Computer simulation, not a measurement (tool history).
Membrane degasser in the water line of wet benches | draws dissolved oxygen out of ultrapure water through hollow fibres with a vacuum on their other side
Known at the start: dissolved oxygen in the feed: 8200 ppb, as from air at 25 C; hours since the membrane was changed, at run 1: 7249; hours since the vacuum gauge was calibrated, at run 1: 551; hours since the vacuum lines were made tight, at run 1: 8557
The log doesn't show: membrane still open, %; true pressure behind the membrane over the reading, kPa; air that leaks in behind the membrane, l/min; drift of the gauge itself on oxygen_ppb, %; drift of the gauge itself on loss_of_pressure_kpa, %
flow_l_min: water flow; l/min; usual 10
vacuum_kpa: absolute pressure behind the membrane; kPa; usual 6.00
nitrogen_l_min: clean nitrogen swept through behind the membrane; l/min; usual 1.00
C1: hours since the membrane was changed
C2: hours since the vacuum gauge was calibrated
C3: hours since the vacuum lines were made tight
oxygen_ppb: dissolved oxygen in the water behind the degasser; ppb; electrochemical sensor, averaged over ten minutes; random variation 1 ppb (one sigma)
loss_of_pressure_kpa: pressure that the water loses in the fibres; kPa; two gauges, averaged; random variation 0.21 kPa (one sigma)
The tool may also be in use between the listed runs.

{"run": 1, "hour": 0.0, "flow_l_min": 10, "vacuum_kpa": 6.0, "nitrogen_l_min": 1.0, "C1": 7249, "C2": 551, "C3": 8557, "oxygen_ppb": 102.6, "loss_of_pressure_kpa": 48.19}
{"run": 2, "hour": 135.3, "flow_l_min": 10, "vacuum_kpa": 6.0, "nitrogen_l_min": 1.0, "C1": 7384, "C2": 686, "C3": 8692, "oxygen_ppb": 103.0, "loss_of_pressure_kpa": 48.32}
{"run": 3, "hour": 295.1, "flow_l_min": 15, "vacuum_kpa": 6.0, "nitrogen_l_min": 1.0, "C1": 7544, "C2": 846, "C3": 8852, "oxygen_ppb": 225.1, "loss_of_pressure_kpa": 72.64}
{"run": 4, "hour": 521.3, "flow_l_min": 15, "vacuum_kpa": 6.0, "nitrogen_l_min": 1.0, "C1": 7770, "C2": 1072, "C3": 9078, "oxygen_ppb": 220.2, "loss_of_pressure_kpa": 73.12}
{"run": 5, "hour": 646.1, "flow_l_min": 15, "vacuum_kpa": 6.0, "nitrogen_l_min": 1.0, "C1": 7895, "C2": 1197, "C3": 9203, "oxygen_ppb": 224.8, "loss_of_pressure_kpa": 72.49}
{"run": 6, "hour": 799.3, "flow_l_min": 15, "vacuum_kpa": 6.0, "nitrogen_l_min": 1.0, "C1": 8048, "C2": 1350, "C3": 9356, "oxygen_ppb": 224.9, "loss_of_pressure_kpa": 72.41}
{"run": 7, "hour": 993.1, "flow_l_min": 15, "vacuum_kpa": 6.0, "nitrogen_l_min": 1.0, "C1": 8242, "C2": 1544, "C3": 9550, "oxygen_ppb": 225.5, "loss_of_pressure_kpa": 72.28}
{"run": 8, "hour": 1149.6, "flow_l_min": 15, "vacuum_kpa": 6.0, "nitrogen_l_min": 1.0, "C1": 8398, "C2": 1701, "C3": 9707, "oxygen_ppb": 227.2, "loss_of_pressure_kpa": 72.62}
{"run": 9, "hour": 1279.7, "flow_l_min": 15, "vacuum_kpa": 6.0, "nitrogen_l_min": 1.0, "C1": 8528, "C2": 1831, "C3": 9837, "oxygen_ppb": 227.3, "loss_of_pressure_kpa": 72.7}
{"run": 10, "hour": 1511.7, "flow_l_min": 15, "vacuum_kpa": 6.0, "nitrogen_l_min": 1.0, "C1": 8760, "C2": 2063, "C3": 10069, "oxygen_ppb": 227.7, "loss_of_pressure_kpa": 72.62}
{"run": 11, "hour": 1680.0, "flow_l_min": 15, "vacuum_kpa": 6.0, "nitrogen_l_min": 1.0, "C1": 8929, "C2": 2231, "C3": 10237, "oxygen_ppb": 233.1, "loss_of_pressure_kpa": 72.44}
{"run": 12, "hour": 1799.2, "flow_l_min": 15, "vacuum_kpa": 6.0, "nitrogen_l_min": 1.0, "C1": 9048, "C2": 2350, "C3": 10356, "oxygen_ppb": 228.7, "loss_of_pressure_kpa": 72.86}
{"run": 13, "hour": 2001.3, "flow_l_min": 10, "vacuum_kpa": 6.0, "nitrogen_l_min": 0.9, "C1": 9250, "C2": 2552, "C3": 10558, "oxygen_ppb": 115.3, "loss_of_pressure_kpa": 48.49}
{"run": 14, "hour": 2127.7, "flow_l_min": 10, "vacuum_kpa": 6.0, "nitrogen_l_min": 1.13, "C1": 9376, "C2": 2679, "C3": 10685, "oxygen_ppb": 99.3, "loss_of_pressure_kpa": 48.5}
{"run": 15, "hour": 2295.4, "flow_l_min": 10, "vacuum_kpa": 6.0, "nitrogen_l_min": 1.84, "C1": 9544, "C2": 2847, "C3": 10852, "oxygen_ppb": 76.3, "loss_of_pressure_kpa": 48.19}
{"run": 16, "hour": 2421.2, "flow_l_min": 10, "vacuum_kpa": 6.0, "nitrogen_l_min": 1.84, "C1": 9670, "C2": 2972, "C3": 10978, "oxygen_ppb": 78.5, "loss_of_pressure_kpa": 48.5}
{"run": 17, "hour": 2548.4, "flow_l_min": 10, "vacuum_kpa": 13.48, "nitrogen_l_min": 2.4, "C1": 9797, "C2": 3100, "C3": 11105, "oxygen_ppb": 142.7, "loss_of_pressure_kpa": 48.85}
{"run": 18, "hour": 2768.7, "flow_l_min": 10, "vacuum_kpa": 13.48, "nitrogen_l_min": 2.4, "C1": 10017, "C2": 3320, "C3": 11326, "oxygen_ppb": 142.9, "loss_of_pressure_kpa": 48.73}
{"hour": 2800.5, "done": "seals of the vacuum lines changed"}
{"run": 19, "hour": 2958.7, "flow_l_min": 10, "vacuum_kpa": 11.09, "nitrogen_l_min": 0.92, "C1": 10205, "C2": 3508, "C3": 158, "oxygen_ppb": 230.0, "loss_of_pressure_kpa": 48.37}
{"hour": 3129.6, "done": "vacuum gauge calibrated"}
{"run": 20, "hour": 3132.6, "flow_l_min": 10, "vacuum_kpa": 11.09, "nitrogen_l_min": 0.92, "C1": 10379, "C2": 3, "C3": 332, "oxygen_ppb": 234.9, "loss_of_pressure_kpa": 48.83}
{"run": 21, "hour": 3376.0, "flow_l_min": 10, "vacuum_kpa": 11.09, "nitrogen_l_min": 0.92, "C1": 10622, "C2": 246, "C3": 575, "oxygen_ppb": 232.1, "loss_of_pressure_kpa": 48.63}
{"run": 22, "hour": 3531.9, "flow_l_min": 10, "vacuum_kpa": 4.02, "nitrogen_l_min": 0.92, "C1": 10778, "C2": 402, "C3": 731, "oxygen_ppb": 60.3, "loss_of_pressure_kpa": 48.69}
{"run": 23, "hour": 3762.5, "flow_l_min": 10, "vacuum_kpa": 4.02, "nitrogen_l_min": 0.92, "C1": 11009, "C2": 633, "C3": 962, "oxygen_ppb": 59.9, "loss_of_pressure_kpa": 48.53}
{"run": 24, "hour": 3961.0, "flow_l_min": 12, "vacuum_kpa": 12.43, "nitrogen_l_min": 1.2, "C1": 11207, "C2": 831, "C3": 1160, "oxygen_ppb": 283.7, "loss_of_pressure_kpa": 58.93}
{"run": 25, "hour": 4083.6, "flow_l_min": 8, "vacuum_kpa": 8.34, "nitrogen_l_min": 0.54, "C1": 11330, "C2": 954, "C3": 1283, "oxygen_ppb": 189.5, "loss_of_pressure_kpa": 38.96}
{"run": 26, "hour": 4256.7, "flow_l_min": 8, "vacuum_kpa": 8.34, "nitrogen_l_min": 0.54, "C1": 11503, "C2": 1127, "C3": 1456, "oxygen_ppb": 190.2, "loss_of_pressure_kpa": 39.25}
{"run": 27, "hour": 4439.1, "flow_l_min": 14, "vacuum_kpa": 6.0, "nitrogen_l_min": 1.0, "C1": 11685, "C2": 1309, "C3": 1638, "oxygen_ppb": 202.5, "loss_of_pressure_kpa": 68.54}
{"run": 28, "hour": 4539.7, "flow_l_min": 10, "vacuum_kpa": 6.0, "nitrogen_l_min": 0.67, "C1": 11786, "C2": 1410, "C3": 1739, "oxygen_ppb": 136.0, "loss_of_pressure_kpa": 48.82}
{"run": 29, "hour": 4707.6, "flow_l_min": 13, "vacuum_kpa": 3.75, "nitrogen_l_min": 0.53, "C1": 11954, "C2": 1578, "C3": 1907, "oxygen_ppb": 123.6, "loss_of_pressure_kpa": 63.71}
{"run": 30, "hour": 4873.4, "flow_l_min": 12, "vacuum_kpa": 6.92, "nitrogen_l_min": 1.24, "C1": 12120, "C2": 1744, "C3": 2072, "oxygen_ppb": 154.3, "loss_of_pressure_kpa": 58.86}
{"run": 31, "hour": 4988.9, "flow_l_min": 12, "vacuum_kpa": 3.83, "nitrogen_l_min": 1.24, "C1": 12235, "C2": 1859, "C3": 2188, "oxygen_ppb": 88.6, "loss_of_pressure_kpa": 59.04}
{"run": 32, "hour": 5120.8, "flow_l_min": 12, "vacuum_kpa": 3.83, "nitrogen_l_min": 1.24, "C1": 12367, "C2": 1991, "C3": 2320, "oxygen_ppb": 90.0, "loss_of_pressure_kpa": 58.86}

Forecast each of these 3 alternatives for the next run:
{"run": "A", "hour": 5247.9, "flow_l_min": 10, "vacuum_kpa": 5.18, "nitrogen_l_min": 1.0, "C1": 12494, "C2": 2118, "C3": 2447, "oxygen_ppb": "?", "loss_of_pressure_kpa": "?"}
{"run": "B", "hour": 5247.9, "flow_l_min": 12, "vacuum_kpa": 14.67, "nitrogen_l_min": 2.09, "C1": 12494, "C2": 2118, "C3": 2447, "oxygen_ppb": "?", "loss_of_pressure_kpa": "?"}
{"run": "C", "hour": 5247.9, "flow_l_min": 14, "vacuum_kpa": 10.54, "nitrogen_l_min": 0.99, "C1": 12494, "C2": 2118, "C3": 2447, "oxygen_ppb": "?", "loss_of_pressure_kpa": "?"}

run=A oxygen_ppb=88.3 loss_of_pressure_kpa=49.00
run=B oxygen_ppb=230.2 loss_of_pressure_kpa=58.63
run=C oxygen_ppb=340.8 loss_of_pressure_kpa=68.52
Without the tool's hidden state the same runs would have given:
run=A oxygen_ppb=77.9 loss_of_pressure_kpa=46.95
run=B oxygen_ppb=215.0 loss_of_pressure_kpa=56.16
run=C oxygen_ppb=319.1 loss_of_pressure_kpa=65.64
